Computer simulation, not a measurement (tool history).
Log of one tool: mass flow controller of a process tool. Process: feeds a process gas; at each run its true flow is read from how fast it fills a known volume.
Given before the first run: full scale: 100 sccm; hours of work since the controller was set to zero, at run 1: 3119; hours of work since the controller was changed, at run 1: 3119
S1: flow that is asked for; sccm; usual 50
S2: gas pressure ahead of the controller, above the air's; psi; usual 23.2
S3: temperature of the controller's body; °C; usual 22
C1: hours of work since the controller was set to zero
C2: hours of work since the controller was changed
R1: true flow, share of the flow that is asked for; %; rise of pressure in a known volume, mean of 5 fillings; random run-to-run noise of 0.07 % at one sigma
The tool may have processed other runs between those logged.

run 1 hour=0 | S1=50 S2=23.2 S3=22 | C1=3119 C2=3119 | R1=100.06
run 2 hour=175.4 | S1=50 S2=23.2 S3=22 | C1=3210 C2=3210 | R1=100.14
run 3 hour=341.1 | S1=50 S2=23.2 S3=24 | C1=3296 C2=3296 | R1=99.9
run 4 hour=497.8 | S1=50 S2=23.2 S3=24 | C1=3377 C2=3377 | R1=99.86
run 5 hour=621.8 | S1=50 S2=23.2 S3=24 | C1=3441 C2=3441 | R1=100.06
run 6 hour=712.2 | S1=11 S2=23.2 S3=22 | C1=3488 C2=3488 | R1=101.23
run 7 hour=878.5 | S1=50 S2=33.9 S3=22 | C1=3574 C2=3574 | R1=99.78
run 8 hour=961.1 | S1=29 S2=23.2 S3=22 | C1=3617 C2=3617 | R1=100.18
run 9 hour=1064.2 | S1=50 S2=23.2 S3=29 | C1=3671 C2=3671 | R1=99.74
run 10 hour=1155.4 | S1=50 S2=23.2 S3=22 | C1=3718 C2=3718 | R1=100.2
run 11 hour=1251.3 | S1=50 S2=23.2 S3=22 | C1=3768 C2=3768 | R1=100.21
run 12 hour=1336.6 | S1=46 S2=23.2 S3=22 | C1=3812 C2=3812 | R1=100.26
run 13 hour=1475.9 | S1=50 S2=23.2 S3=22 | C1=3884 C2=3884 | R1=100.16
run 14 hour=1557.9 | S1=50 S2=35.8 S3=22 | C1=3927 C2=3927 | R1=99.75
run 15 hour=1668.7 | S1=50 S2=35.8 S3=22 | C1=3984 C2=3984 | R1=99.81
run 16 hour=1835.1 | S1=50 S2=35.8 S3=22 | C1=4071 C2=4071 | R1=99.76
run 17 hour=1937.2 | S1=50 S2=36.5 S3=22 | C1=4124 C2=4124 | R1=99.87
run 18 hour=2078.1 | S1=65 S2=26.1 S3=30 | C1=4197 C2=4197 | R1=100.08
run 19 hour=2240 | S1=53 S2=22.8 S3=37 | C1=4281 C2=4281 | R1=99.57
run 20 hour=2327 | S1=53 S2=22.8 S3=37 | C1=4326 C2=4326 | R1=99.47
run 21 hour=2470.8 | S1=50 S2=32.3 S3=31 | C1=4401 C2=4401 | R1=99.56
run 22 hour=2598.3 | S1=50 S2=23.5 S3=35 | C1=4467 C2=4467 | R1=99.6
run 23 hour=2715.6 | S1=50 S2=23.5 S3=35 | C1=4527 C2=4527 | R1=99.66
run 24 hour=2877.2 | S1=50 S2=23.5 S3=35 | C1=4611 C2=4611 | R1=99.77
run 25 hour=3035.1 | S1=23 S2=23.5 S3=35 | C1=4693 C2=4693 | R1=99.87
run 26 hour=3130.3 | S1=50 S2=23.2 S3=26 | C1=4743 C2=4743 | R1=100.33

5 options for the next run, each taken on its own from the tool as it stands now. Forecast them:
run A hour=3260.8 | S1=14 S2=30.9 S3=30 | C1=4810 C2=4810 | R1=?
run B hour=3260.8 | S1=56 S2=35.7 S3=28 | C1=4810 C2=4810 | R1=?
run C hour=3260.8 | S1=41 S2=23.4 S3=31 | C1=4810 C2=4810 | R1=?
run D hour=3260.8 | S1=50 S2=30.7 S3=22 | C1=4810 C2=4810 | R1=?
run E hour=3260.8 | S1=50 S2=23.2 S3=25 | C1=4810 C2=4810 | R1=?

run=A R1=100.91
run=B R1=99.7
run=C R1=99.98
run=D R1=100.34
run=E R1=100.37
Had the tool no hidden state, the same runs would have come out as:
run=A R1=96.91
run=B R1=98.02
run=C R1=98.01
run=D R1=98.56
run=E R1=98.59

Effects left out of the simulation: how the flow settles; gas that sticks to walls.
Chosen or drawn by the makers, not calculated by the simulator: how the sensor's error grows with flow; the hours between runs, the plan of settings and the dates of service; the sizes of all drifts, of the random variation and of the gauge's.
